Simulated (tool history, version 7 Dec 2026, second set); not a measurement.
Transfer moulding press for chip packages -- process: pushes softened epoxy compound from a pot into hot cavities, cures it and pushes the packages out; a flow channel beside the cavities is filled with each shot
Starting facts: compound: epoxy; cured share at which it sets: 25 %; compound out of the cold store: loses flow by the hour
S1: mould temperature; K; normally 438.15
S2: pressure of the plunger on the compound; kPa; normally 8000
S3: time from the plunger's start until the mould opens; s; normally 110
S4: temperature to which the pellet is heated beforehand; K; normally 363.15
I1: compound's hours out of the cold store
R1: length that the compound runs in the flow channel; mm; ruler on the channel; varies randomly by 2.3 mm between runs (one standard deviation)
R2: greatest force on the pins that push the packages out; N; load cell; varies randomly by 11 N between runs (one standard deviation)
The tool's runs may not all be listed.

run   hour      S1    S2   S3      S4    I1   R1   R2
  1      0  438.15  8000  110  363.15    33  597  540
  2   29.3  438.15  8000  110  363.15  39.2  568  662
      44.8  -- plunger's sealing rings changed
      67.5  -- cavities cleaned with cleaning compound and waxed
  3   88.4  438.15  8000  110  363.15  45.3  579  818
  4  124.5  438.15  8000  110  363.15  28.9  646  802
     137.9  -- cavities cleaned with cleaning compound and waxed
  5  173.9  438.15  8000  110  363.15  46.7  565  628
     206.1  -- cavities cleaned with cleaning compound and waxed
  6  215.4  439.15  8000  110  363.15  43.5  567  523
  7  249.1  439.15  8000  110  363.15  30.8  615  641
     259.1  -- cavities cleaned with cleaning compound and waxed, once more
  8  313.6  441.15  8000  110  363.15  28.6  616  642
       332  -- cavities cleaned with cleaning compound and waxed
     362.7  -- mould's thermocouples calibrated
  9  362.7  431.15  8000  110  363.15  15.8  693  838
     386.2  -- plunger's sealing rings changed
     405.6  -- cavities cleaned with cleaning compound and waxed
 10    410  438.15  6660  101  363.15  10.5  677  551
 11  448.6  434.15  8000  110  363.15  36.8  622  730
       476  -- cavities cleaned with cleaning compound and waxed
 12  494.3  434.15  8000  110  363.15  41.1  592  633
 13  538.5  438.15  6220  114  363.15  36.2  530  683
     545.2  -- cavities cleaned with cleaning compound and waxed
 14  577.1  442.15  8640  134  363.15  22.3  674  564
     614.4  -- cavities cleaned with cleaning compound and waxed
 15  614.4  442.15  8640  134  363.15  10.5  733  455
 16  655.8  442.15  8640  134  363.15  38.7  588  605
     682.4  -- cavities cleaned with cleaning compound and waxed
 17  715.8  442.15  8640  134  363.15  31.1  613  575
     726.5  -- plunger's sealing rings changed
     757.3  -- cavities cleaned with cleaning compound and waxed
 18  778.2  435.15  8000   97  363.15  15.9  725  819

Here are 5 independent what-if runs from the current tool condition. What would each one return?
     828.5  -- cavities cleaned with cleaning compound and waxed
  A  838.2  435.15  7400   97  370.15  32.4   ?   ?
     828.5  -- cavities cleaned with cleaning compound and waxed
  B  838.2  436.15  7410   97  361.15    43   ?   ?
     828.5  -- cavities cleaned with cleaning compound and waxed
  C  838.2  436.15  7180   97  363.15  34.4   ?   ?
     828.5  -- cavities cleaned with cleaning compound and waxed
  D  838.2  438.15  6230  110  366.15  17.1   ?   ?
     828.5  -- cavities cleaned with cleaning compound and waxed
  E  838.2  435.15  8000  108  360.15  11.9   ?   ?

run   R1   R2
  A  609  713
  B  565  684
  C  589  675
  D  616  567
  E  741  668
Without the tool's unlogged condition, the same runs would have read:
run   R1   R2
  A  622  613
  B  577  590
  C  601  581
  D  629  496
  E  757  577
